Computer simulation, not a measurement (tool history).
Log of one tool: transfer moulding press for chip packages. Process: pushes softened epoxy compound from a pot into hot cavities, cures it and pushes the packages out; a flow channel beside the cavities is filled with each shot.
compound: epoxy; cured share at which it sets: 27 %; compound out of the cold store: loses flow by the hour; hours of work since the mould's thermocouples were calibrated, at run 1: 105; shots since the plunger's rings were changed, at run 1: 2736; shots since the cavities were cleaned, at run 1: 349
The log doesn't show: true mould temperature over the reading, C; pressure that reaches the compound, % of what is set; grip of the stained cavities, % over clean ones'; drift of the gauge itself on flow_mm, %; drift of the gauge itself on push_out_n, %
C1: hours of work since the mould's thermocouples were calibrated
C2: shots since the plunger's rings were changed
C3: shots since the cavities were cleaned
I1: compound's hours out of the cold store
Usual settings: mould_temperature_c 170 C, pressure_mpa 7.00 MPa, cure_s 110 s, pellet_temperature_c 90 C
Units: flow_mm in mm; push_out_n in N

run 1 hour=0.0 | mould_temperature_c=170 pressure_mpa=7.00 cure_s=110 pellet_temperature_c=90 | C1=105 C2=2736 C3=349 | I1=35.6 | flow_mm=582 push_out_n=936
-- hour=7.1 plunger's sealing rings changed
run 2 hour=11.6 | mould_temperature_c=170 pressure_mpa=7.00 cure_s=110 pellet_temperature_c=91 | C1=110 C2=34 C3=418 | I1=20.1 | flow_mm=651 push_out_n=1029
run 3 hour=20.6 | mould_temperature_c=170 pressure_mpa=7.00 cure_s=110 pellet_temperature_c=95 | C1=114 C2=104 C3=488 | I1=28.5 | flow_mm=623 push_out_n=1018
run 4 hour=30.6 | mould_temperature_c=170 pressure_mpa=5.70 cure_s=110 pellet_temperature_c=90 | C1=119 C2=180 C3=564 | I1=12.9 | flow_mm=604 push_out_n=1139
run 5 hour=35.9 | mould_temperature_c=170 pressure_mpa=7.00 cure_s=110 pellet_temperature_c=94 | C1=121 C2=221 C3=605 | I1=32.5 | flow_mm=615 push_out_n=1015
run 6 hour=43.4 | mould_temperature_c=178 pressure_mpa=7.00 cure_s=110 pellet_temperature_c=90 | C1=125 C2=278 C3=662 | I1=10.2 | flow_mm=656 push_out_n=805
run 7 hour=51.1 | mould_temperature_c=170 pressure_mpa=7.00 cure_s=110 pellet_temperature_c=90 | C1=129 C2=338 C3=722 | I1=42.1 | flow_mm=586 push_out_n=1081
run 8 hour=56.8 | mould_temperature_c=170 pressure_mpa=7.00 cure_s=110 pellet_temperature_c=90 | C1=131 C2=381 C3=765 | I1=28.4 | flow_mm=622 push_out_n=1139
run 9 hour=61.2 | mould_temperature_c=170 pressure_mpa=7.00 cure_s=110 pellet_temperature_c=90 | C1=133 C2=415 C3=799 | I1=18.4 | flow_mm=652 push_out_n=1178
run 10 hour=65.3 | mould_temperature_c=170 pressure_mpa=7.00 cure_s=110 pellet_temperature_c=90 | C1=135 C2=446 C3=830 | I1=36.6 | flow_mm=600 push_out_n=1136
run 11 hour=72.2 | mould_temperature_c=170 pressure_mpa=7.00 cure_s=139 pellet_temperature_c=90 | C1=139 C2=499 C3=883 | I1=41.1 | flow_mm=591 push_out_n=886
run 12 hour=77.7 | mould_temperature_c=170 pressure_mpa=7.00 cure_s=139 pellet_temperature_c=90 | C1=141 C2=541 C3=925 | I1=43.7 | flow_mm=584 push_out_n=877
run 13 hour=84.4 | mould_temperature_c=170 pressure_mpa=7.00 cure_s=139 pellet_temperature_c=81 | C1=144 C2=592 C3=976 | I1=18.2 | flow_mm=651 push_out_n=874
run 14 hour=88.6 | mould_temperature_c=177 pressure_mpa=7.00 cure_s=110 pellet_temperature_c=90 | C1=146 C2=625 C3=1009 | I1=22.8 | flow_mm=617 push_out_n=865
run 15 hour=94.5 | mould_temperature_c=177 pressure_mpa=6.38 cure_s=110 pellet_temperature_c=95 | C1=149 C2=670 C3=1054 | I1=26.2 | flow_mm=582 push_out_n=897
-- hour=103.3 cavities cleaned with cleaning compound and waxed
run 16 hour=105.3 | mould_temperature_c=164 pressure_mpa=6.38 cure_s=110 pellet_temperature_c=86 | C1=154 C2=741 C3=15 | I1=42.4 | flow_mm=570 push_out_n=2097
run 17 hour=115.1 | mould_temperature_c=175 pressure_mpa=7.00 cure_s=102 pellet_temperature_c=90 | C1=158 C2=816 C3=90 | I1=38.8 | flow_mm=578 push_out_n=1264
-- hour=118.7 cavities cleaned with cleaning compound and waxed, once more
run 18 hour=124.9 | mould_temperature_c=175 pressure_mpa=7.00 cure_s=95 pellet_temperature_c=90 | C1=162 C2=880 C3=47 | I1=11.9 | flow_mm=657 push_out_n=670
run 19 hour=129.4 | mould_temperature_c=171 pressure_mpa=5.80 cure_s=102 pellet_temperature_c=84 | C1=164 C2=915 C3=82 | I1=22.3 | flow_mm=577 push_out_n=791
run 20 hour=136.0 | mould_temperature_c=171 pressure_mpa=5.80 cure_s=102 pellet_temperature_c=84 | C1=167 C2=965 C3=132 | I1=29.5 | flow_mm=556 push_out_n=853
run 21 hour=141.4 | mould_temperature_c=170 pressure_mpa=6.16 cure_s=110 pellet_temperature_c=90 | C1=170 C2=1007 C3=174 | I1=12.9 | flow_mm=620 push_out_n=842
run 22 hour=146.7 | mould_temperature_c=170 pressure_mpa=6.16 cure_s=110 pellet_temperature_c=90 | C1=173 C2=1047 C3=214 | I1=47.7 | flow_mm=533 push_out_n=805
run 23 hour=152.3 | mould_temperature_c=170 pressure_mpa=7.00 cure_s=129 pellet_temperature_c=97 | C1=175 C2=1090 C3=257 | I1=18.3 | flow_mm=643 push_out_n=712

Forecast run 24:
run 24 hour=159.3 | mould_temperature_c=169 pressure_mpa=7.00 cure_s=102 pellet_temperature_c=90 | C1=179 C2=1144 C3=311 | I1=23.6 | flow_mm=? push_out_n=?

Run 24 gave flow_mm 636 mm, push_out_n 1174 N.
Without the tool's hidden state the same run would have given flow_mm 647 mm, push_out_n 783 N.
